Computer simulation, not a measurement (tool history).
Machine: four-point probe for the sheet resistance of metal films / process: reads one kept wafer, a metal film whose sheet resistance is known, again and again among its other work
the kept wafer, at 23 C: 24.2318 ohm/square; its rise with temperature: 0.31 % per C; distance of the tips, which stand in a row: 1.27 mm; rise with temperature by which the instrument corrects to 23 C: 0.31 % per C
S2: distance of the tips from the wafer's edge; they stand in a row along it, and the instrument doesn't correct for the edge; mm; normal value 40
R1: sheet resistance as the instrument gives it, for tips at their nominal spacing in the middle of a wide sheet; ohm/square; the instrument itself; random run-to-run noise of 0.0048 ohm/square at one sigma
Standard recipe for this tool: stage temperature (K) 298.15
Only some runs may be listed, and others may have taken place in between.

run 1 hour=0.0 | stage_temperature_(K)=298.15 S2=40 | R1=24.243056
run 2 hour=42.3 | stage_temperature_(K)=298.15 S2=40 | R1=24.247443
run 3 hour=85.5 | stage_temperature_(K)=298.15 S2=40 | R1=24.239038
run 4 hour=125.2 | stage_temperature_(K)=298.15 S2=39 | R1=24.246054
run 5 hour=156.5 | stage_temperature_(K)=298.15 S2=39 | R1=24.246340
run 6 hour=189.4 | stage_temperature_(K)=298.15 S2=39 | R1=24.251003
run 7 hour=214.3 | stage_temperature_(K)=298.15 S2=39 | R1=24.246038
run 8 hour=259.3 | stage_temperature_(K)=298.15 S2=39 | R1=24.246147
run 9 hour=302.2 | stage_temperature_(K)=298.15 S2=39 | R1=24.241060
run 10 hour=335.0 | stage_temperature_(K)=298.15 S2=3 | R1=26.337083
run 11 hour=358.1 | stage_temperature_(K)=298.15 S2=3 | R1=26.349605
run 12 hour=387.7 | stage_temperature_(K)=298.15 S2=3 | R1=26.351075
run 13 hour=416.1 | stage_temperature_(K)=298.15 S2=3 | R1=26.346571
run 14 hour=436.4 | stage_temperature_(K)=298.15 S2=40 | R1=24.250866
run 15 hour=464.1 | stage_temperature_(K)=292.15 S2=40 | R1=24.246779
run 16 hour=485.8 | stage_temperature_(K)=292.15 S2=40 | R1=24.252845
run 17 hour=521.5 | stage_temperature_(K)=292.15 S2=40 | R1=24.248391
run 18 hour=543.9 | stage_temperature_(K)=298.15 S2=8 | R1=24.556811
run 19 hour=565.6 | stage_temperature_(K)=298.15 S2=8 | R1=24.548841
run 20 hour=592.7 | stage_temperature_(K)=298.15 S2=8 | R1=24.555616
run 21 hour=624.5 | stage_temperature_(K)=298.15 S2=13 | R1=24.349555
run 22 hour=655.3 | stage_temperature_(K)=298.15 S2=13 | R1=24.349429
run 23 hour=678.1 | stage_temperature_(K)=299.15 S2=4 | R1=25.473712
run 24 hour=719.5 | stage_temperature_(K)=296.15 S2=7 | R1=24.647903
run 25 hour=755.6 | stage_temperature_(K)=296.15 S2=7 | R1=24.651444
run 26 hour=785.5 | stage_temperature_(K)=294.15 S2=5 | R1=25.043709
run 27 hour=808.4 | stage_temperature_(K)=291.15 S2=6 | R1=24.800581
run 28 hour=831.8 | stage_temperature_(K)=291.15 S2=6 | R1=24.808167
run 29 hour=861.0 | stage_temperature_(K)=291.15 S2=6 | R1=24.803907
run 30 hour=898.8 | stage_temperature_(K)=291.15 S2=6 | R1=24.804129
run 31 hour=940.3 | stage_temperature_(K)=295.15 S2=40 | R1=24.247656
run 32 hour=965.0 | stage_temperature_(K)=295.15 S2=40 | R1=24.253619
run 33 hour=996.0 | stage_temperature_(K)=295.15 S2=40 | R1=24.244911
run 34 hour=1014.7 | stage_temperature_(K)=300.15 S2=40 | R1=24.247164
run 35 hour=1043.9 | stage_temperature_(K)=297.15 S2=18 | R1=24.297108
run 36 hour=1088.7 | stage_temperature_(K)=303.15 S2=18 | R1=24.296560
run 37 hour=1112.7 | stage_temperature_(K)=295.15 S2=75 | R1=24.237287
run 38 hour=1150.0 | stage_temperature_(K)=298.15 S2=66 | R1=24.235458
run 39 hour=1191.7 | stage_temperature_(K)=296.15 S2=10 | R1=24.439006
run 40 hour=1212.4 | stage_temperature_(K)=298.15 S2=12 | R1=24.375423
run 41 hour=1246.5 | stage_temperature_(K)=298.15 S2=12 | R1=24.382603
run 42 hour=1283.8 | stage_temperature_(K)=298.15 S2=12 | R1=24.376874
run 43 hour=1305.8 | stage_temperature_(K)=301.15 S2=5 | R1=25.040208
run 44 hour=1346.4 | stage_temperature_(K)=301.15 S2=5 | R1=25.036068

Forecast each of these 4 alternatives for the next run:
run A hour=1382.5 | stage_temperature_(K)=293.15 S2=8 | R1=?
run B hour=1382.5 | stage_temperature_(K)=293.15 S2=40 | R1=?
run C hour=1382.5 | stage_temperature_(K)=306.15 S2=7 | R1=?
run D hour=1382.5 | stage_temperature_(K)=292.15 S2=5 | R1=?

run=A R1=24.560555
run=B R1=24.250014
run=C R1=24.648910
run=D R1=25.044013
Without the tool's unlogged condition, the same runs would have read:
run=A R1=24.561385
run=B R1=24.250833
run=C R1=24.649688
run=D R1=25.044865

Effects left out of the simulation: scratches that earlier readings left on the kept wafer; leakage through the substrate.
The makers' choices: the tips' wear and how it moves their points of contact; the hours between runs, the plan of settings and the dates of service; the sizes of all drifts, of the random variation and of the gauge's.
